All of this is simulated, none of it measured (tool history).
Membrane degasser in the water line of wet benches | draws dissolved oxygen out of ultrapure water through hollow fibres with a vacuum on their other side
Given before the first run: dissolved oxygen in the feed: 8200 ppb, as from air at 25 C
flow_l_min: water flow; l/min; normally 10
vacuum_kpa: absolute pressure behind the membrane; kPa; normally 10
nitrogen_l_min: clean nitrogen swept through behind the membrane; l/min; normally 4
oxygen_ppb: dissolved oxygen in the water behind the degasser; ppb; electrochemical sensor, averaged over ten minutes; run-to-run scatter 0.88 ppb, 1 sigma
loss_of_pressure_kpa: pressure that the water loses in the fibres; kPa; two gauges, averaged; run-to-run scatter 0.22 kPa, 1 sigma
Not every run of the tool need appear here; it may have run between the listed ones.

run	hour	flow_l_min	vacuum_kpa	nitrogen_l_min	oxygen_ppb	loss_of_pressure_kpa
1	0	10	10	4	82.8	52.36
2	40.4	10	10	4	82	51.98
3	72.5	10	10	4	83.6	52.12
4	99.1	10	10	4	82	52.28
5	145.3	10	10	4	82.8	52.13
6	186.7	10	10	7.86	60.6	51.81
7	213.7	10	10	4	84	51.98
8	253.4	10	9.7	4	81	52.18
9	291.8	10	9.7	4	80.8	52.29
10	345.8	10	9.7	4	80.2	52.08
11	387.7	10	9.7	4	81.6	51.64
12	419.6	10	9.7	4	80.5	51.95
13	456.9	10	9.7	4	81.6	51.81
14	481.5	10	9.7	4	79	52.09
15	513.7	10	10	4	81.7	51.88
16	544.4	10	10	3.71	86.1	51.91
17	569.2	10	10	3.71	85.2	51.97
18	594.9	7	10	7.67	21.4	36.47
19	627	10	21.2	4	148.3	51.68
20	672.8	12	19.3	4	201.7	61.84
21	720	10	17.9	4.56	118	51.88
22	753.1	10	10	4	83.2	51.96
23	801.2	8	10	4	46.7	41.47
24	837	8	10	4	46.8	41.19
25	863.4	13	20	7.54	185.2	67.43
26	899	10	11.2	4.18	87.1	51.98
27	935.5	10	11.9	4.07	92	51.7
28	981.1	10	11.9	4.07	93	51.57
29	1020.4	8	12.3	9.72	31.5	41.14

Below are 5 alternative next runs, each starting from the tool's condition after run 29. Predict each:
A	1057.3	10	7.6	9.72	?	?
B	1057.3	9	8.1	6.51	?	?
C	1057.3	14	8.1	9.72	?	?
D	1057.3	12	8.5	9.72	?	?
E	1057.3	14	17.8	10.9	?	?

run	oxygen_ppb	loss_of_pressure_kpa
A	51.1	51.83
B	40.6	46.42
C	173.9	72.58
D	103.5	62.1
E	200	72.33
Stripped of hidden state, with their random variation kept, the same runs would have yielded:
run	oxygen_ppb	loss_of_pressure_kpa
A	51.1	52.58
B	40.6	47.1
C	173.8	73.65
D	103.5	63
E	200	73.38
